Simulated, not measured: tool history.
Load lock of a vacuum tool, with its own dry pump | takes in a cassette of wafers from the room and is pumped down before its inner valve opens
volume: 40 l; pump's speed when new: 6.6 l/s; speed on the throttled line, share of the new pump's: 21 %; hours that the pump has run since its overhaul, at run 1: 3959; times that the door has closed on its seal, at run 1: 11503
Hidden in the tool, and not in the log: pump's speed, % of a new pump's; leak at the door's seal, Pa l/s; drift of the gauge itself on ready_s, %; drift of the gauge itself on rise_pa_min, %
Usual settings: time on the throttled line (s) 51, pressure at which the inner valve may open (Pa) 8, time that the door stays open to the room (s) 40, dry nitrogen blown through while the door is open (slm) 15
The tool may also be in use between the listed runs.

run,hour,time on the throttled line (s),pressure at which the inner valve may open (Pa),time that the door stays open to the room (s),dry nitrogen blown through while the door is open (slm),hours that the pump has run since its overhaul,times that the door has closed on its seal,"incoming humidity of the room's air, %",time from the closed door until the inner valve may open (s),rise of the pressure with all valves shut (Pa/min)
1,0.0,51,8,40,15,3959,11503,45.0,100.5,0.154
2,70.4,51,8,40,9,4029,11786,44.7,100.7,0.167
3,132.7,51,8,40,9,4091,12038,45.6,99.2,0.173
4,208.4,51,8,40,6,4167,12343,44.2,101.3,0.179
5,332.3,51,8,40,6,4291,12843,45.2,101.0,0.187
6,429.0,51,8,40,6,4388,13233,44.7,98.6,0.192
7,520.2,51,8,83,15,4479,13600,45.8,100.3,0.204
8,589.8,51,8,83,15,4549,13881,45.7,100.3,0.206
9,697.1,51,8,40,15,4656,14314,45.5,99.9,0.200
10,753.3,51,8,40,15,4712,14541,46.5,100.6,0.209
11,855.4,51,8,40,15,4814,14953,42.6,101.1,0.209
12,923.0,51,8,40,44,4882,15225,46.2,100.3,0.201
13,1020.9,51,8,40,15,4980,15620,43.8,100.4,0.228
14,1120.4,51,8,40,15,5079,16021,41.8,101.6,0.230
15,1181.3,51,8,91,15,5140,16267,42.6,100.7,0.251
16,1275.2,51,6,91,20,5234,16646,44.0,103.4,0.251
17,1368.6,98,7,40,12,5327,17022,41.9,137.8,0.253
18,1461.2,67,12,84,38,5420,17396,42.3,110.7,0.249
19,1588.7,51,8,70,7,5547,17910,42.3,101.4,0.281
20,1684.2,78,13,191,36,5643,18295,39.8,118.8,0.282
21,1758.4,51,10,141,14,5717,18594,48.2,99.2,0.309
22,1825.4,58,8,28,15,5784,18865,43.3,106.2,0.283
23,1948.7,58,8,28,9,5907,19362,44.2,106.9,0.292
24,2071.0,62,8,40,15,6030,19855,46.2,109.5,0.310
25,2160.8,62,8,40,15,6119,20217,44.0,110.1,0.309

5 ways to go on from here, each from the tool as it stands after run 25. What would each give?
# hour 2188.4: door's seal changed, seat wiped
A,2274.2,52,8,34,15,6231,347,45.5,?,?
# hour 2188.4: door's seal changed, seat wiped
B,2274.2,54,8,145,15,6231,347,46.3,?,?
# hour 2188.4: door's seal changed, seat wiped
C,2274.2,62,8,40,10,6231,347,46.4,?,?
# hour 2188.4: door's seal changed, seat wiped
D,2274.2,75,8,123,10,6231,347,44.0,?,?
# hour 2188.4: door's seal changed, seat wiped
E,2274.2,64,9,40,15,6231,347,44.0,?,?

run,time from the closed door until the inner valve may open (s),rise of the pressure with all valves shut (Pa/min)
A,102.4,0.044
B,103.1,0.075
C,109.7,0.052
D,120.0,0.072
E,110.3,0.046
Without the tool's hidden state the same runs would have given:
run,time from the closed door until the inner valve may open (s),rise of the pressure with all valves shut (Pa/min)
A,99.4,0.041
B,100.1,0.072
C,106.8,0.049
D,117.3,0.069
E,107.5,0.043
